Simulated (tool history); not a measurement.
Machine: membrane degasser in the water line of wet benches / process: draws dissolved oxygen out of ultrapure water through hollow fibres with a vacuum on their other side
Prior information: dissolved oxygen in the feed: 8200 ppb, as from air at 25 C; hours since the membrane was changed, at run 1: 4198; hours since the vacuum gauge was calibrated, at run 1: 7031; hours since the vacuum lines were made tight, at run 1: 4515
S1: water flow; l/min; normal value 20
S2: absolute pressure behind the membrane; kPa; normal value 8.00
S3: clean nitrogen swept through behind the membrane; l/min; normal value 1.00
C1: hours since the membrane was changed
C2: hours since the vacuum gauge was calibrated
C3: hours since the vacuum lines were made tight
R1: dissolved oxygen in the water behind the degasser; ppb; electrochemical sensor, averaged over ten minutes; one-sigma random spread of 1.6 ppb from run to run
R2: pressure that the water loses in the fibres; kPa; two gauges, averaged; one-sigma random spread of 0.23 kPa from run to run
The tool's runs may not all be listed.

{"run": 1, "day": 0.0, "S1": 20, "S2": 8.0, "S3": 1.0, "C1": 4198, "C2": 7031, "C3": 4515, "R1": 220.6, "R2": 57.45}
{"run": 2, "day": 5.667, "S1": 20, "S2": 8.0, "S3": 1.0, "C1": 4334, "C2": 7167, "C3": 4651, "R1": 220.7, "R2": 57.28}
{"run": 3, "day": 14.833, "S1": 20, "S2": 8.0, "S3": 0.44, "C1": 4554, "C2": 7387, "C3": 4871, "R1": 420.3, "R2": 57.32}
{"run": 4, "day": 23.4, "S1": 20, "S2": 8.0, "S3": 0.44, "C1": 4760, "C2": 7593, "C3": 5077, "R1": 415.3, "R2": 57.13}
{"run": 5, "day": 33.162, "S1": 20, "S2": 8.0, "S3": 0.44, "C1": 4994, "C2": 7827, "C3": 5311, "R1": 420.6, "R2": 57.33}
{"run": 6, "day": 42.125, "S1": 20, "S2": 8.0, "S3": 0.44, "C1": 5209, "C2": 8042, "C3": 5526, "R1": 422.3, "R2": 57.01}
{"day": 49.662, "done": "seals of the vacuum lines changed"}
{"run": 7, "day": 50.308, "S1": 20, "S2": 8.0, "S3": 0.44, "C1": 5404, "C2": 8236, "C3": 15, "R1": 418.3, "R2": 57.61}
{"run": 8, "day": 60.779, "S1": 20, "S2": 8.0, "S3": 0.44, "C1": 5655, "C2": 8488, "C3": 267, "R1": 417.4, "R2": 57.42}
{"run": 9, "day": 70.192, "S1": 20, "S2": 8.0, "S3": 0.44, "C1": 5881, "C2": 8714, "C3": 493, "R1": 422.5, "R2": 57.65}
{"run": 10, "day": 75.05, "S1": 20, "S2": 8.0, "S3": 0.44, "C1": 5997, "C2": 8830, "C3": 609, "R1": 414.4, "R2": 57.12}
{"day": 81.588, "done": "vacuum gauge calibrated"}
{"run": 11, "day": 85.25, "S1": 22, "S2": 8.0, "S3": 0.44, "C1": 6242, "C2": 88, "C3": 854, "R1": 451.4, "R2": 62.89}
{"run": 12, "day": 93.958, "S1": 22, "S2": 8.0, "S3": 0.44, "C1": 6451, "C2": 297, "C3": 1063, "R1": 451.5, "R2": 62.74}
{"run": 13, "day": 100.75, "S1": 22, "S2": 18.83, "S3": 0.44, "C1": 6614, "C2": 460, "C3": 1226, "R1": 1323.5, "R2": 63.23}
{"run": 14, "day": 110.388, "S1": 22, "S2": 18.83, "S3": 0.86, "C1": 6845, "C2": 691, "C3": 1457, "R1": 798.0, "R2": 63.17}
{"run": 15, "day": 119.029, "S1": 22, "S2": 18.83, "S3": 0.86, "C1": 7052, "C2": 899, "C3": 1664, "R1": 808.6, "R2": 63.32}
{"run": 16, "day": 129.367, "S1": 22, "S2": 18.83, "S3": 0.86, "C1": 7301, "C2": 1147, "C3": 1912, "R1": 800.4, "R2": 63.16}
{"run": 17, "day": 139.679, "S1": 22, "S2": 18.83, "S3": 0.59, "C1": 7548, "C2": 1394, "C3": 2160, "R1": 1061.5, "R2": 62.89}
{"run": 18, "day": 150.154, "S1": 22, "S2": 18.83, "S3": 0.59, "C1": 7799, "C2": 1646, "C3": 2411, "R1": 1067.4, "R2": 62.91}
{"run": 19, "day": 157.817, "S1": 22, "S2": 14.14, "S3": 1.08, "C1": 7983, "C2": 1830, "C3": 2595, "R1": 480.7, "R2": 62.77}
{"run": 20, "day": 163.4, "S1": 14, "S2": 19.17, "S3": 0.98, "C1": 8117, "C2": 1964, "C3": 2729, "R1": 505.1, "R2": 40.07}
{"run": 21, "day": 173.008, "S1": 13, "S2": 15.34, "S3": 0.55, "C1": 8348, "C2": 2194, "C3": 2960, "R1": 593.9, "R2": 37.02}
{"run": 22, "day": 177.858, "S1": 13, "S2": 15.34, "S3": 1.36, "C1": 8464, "C2": 2311, "C3": 3076, "R1": 271.0, "R2": 37.04}
{"run": 23, "day": 186.592, "S1": 13, "S2": 15.34, "S3": 1.36, "C1": 8674, "C2": 2520, "C3": 3286, "R1": 273.4, "R2": 37.31}
{"run": 24, "day": 193.321, "S1": 13, "S2": 15.34, "S3": 1.36, "C1": 8835, "C2": 2682, "C3": 3447, "R1": 273.1, "R2": 37.11}
{"run": 25, "day": 203.812, "S1": 13, "S2": 15.34, "S3": 1.36, "C1": 9087, "C2": 2933, "C3": 3699, "R1": 273.4, "R2": 37.09}
{"run": 26, "day": 209.362, "S1": 13, "S2": 6.31, "S3": 0.41, "C1": 9220, "C2": 3067, "C3": 3832, "R1": 207.5, "R2": 37.17}
{"run": 27, "day": 218.642, "S1": 15, "S2": 14.78, "S3": 0.54, "C1": 9443, "C2": 3289, "C3": 4055, "R1": 642.2, "R2": 42.95}
{"run": 28, "day": 225.075, "S1": 15, "S2": 14.78, "S3": 0.54, "C1": 9598, "C2": 3444, "C3": 4209, "R1": 646.8, "R2": 43.07}
{"run": 29, "day": 233.708, "S1": 24, "S2": 10.49, "S3": 1.58, "C1": 9805, "C2": 3651, "C3": 4417, "R1": 265.6, "R2": 68.11}
{"run": 30, "day": 240.804, "S1": 15, "S2": 16.73, "S3": 1.61, "C1": 9975, "C2": 3821, "C3": 4587, "R1": 292.6, "R2": 43.11}
{"run": 31, "day": 250.15, "S1": 15, "S2": 16.73, "S3": 1.61, "C1": 10199, "C2": 4045, "C3": 4811, "R1": 295.1, "R2": 42.88}

Entry by entry between the runs, the difference in hidden state between the last listed run before and the first listed run after:
Between runs 6 and 7: seals of the vacuum lines changed (day 49.662)
  air that leaks in behind the membrane, l/min: 0.0021 -> 0.002
Between runs 10 and 11: vacuum gauge calibrated (day 81.588)
  no difference in the tool's unlogged condition between these two runs
